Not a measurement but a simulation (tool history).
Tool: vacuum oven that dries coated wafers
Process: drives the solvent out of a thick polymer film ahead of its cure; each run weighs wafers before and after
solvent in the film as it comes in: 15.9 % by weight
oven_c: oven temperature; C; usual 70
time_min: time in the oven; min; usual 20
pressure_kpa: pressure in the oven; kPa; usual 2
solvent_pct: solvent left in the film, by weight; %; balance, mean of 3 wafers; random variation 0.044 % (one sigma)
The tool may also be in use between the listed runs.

run	hour	oven_c	time_min	pressure_kpa	solvent_pct
1	0	70	20	2	4.57
2	12.4	70	20	2	4.57
3	23.7	70	20	2	4.57
4	31.3	70	20	2	4.58
5	42.5	70	20	2	4.6
6	51	70	20	5.07	6.23
7	61.5	70	20	5.07	6.29
8	72.2	70	20	5.07	6.2
9	78.7	70	20	5.07	6.18
10	84.3	70	20	5.07	6.3
11	95.3	62	24	2.19	6.26
12	106.2	70	19	1.39	4.42
13	113.7	70	20	4.63	6.1
14	126.1	70	20	4.63	6.07
15	139	60	14	1.77	8.81
16	148.1	66	22	1.77	5.29
17	159.7	58	12	4.05	10.74
18	171.3	70	20	1.67	4.51
19	184.5	60	20	3.2	8.17

The same runs without the tool's hidden state, with the same run-to-run variation:
The hidden state here: true wafer temperature over the reading, C; true pressure over the reading, kPa; drift of the gauge itself on solvent_pct, %.
run	solvent_pct
1	4.2
2	4.2
3	4.2
4	4.2
5	4.22
6	5.79
7	5.85
8	5.75
9	5.73
10	5.85
11	5.8
12	4.03
13	5.64
14	5.6
15	8.4
16	4.83
17	10.33
18	4.07
19	7.65
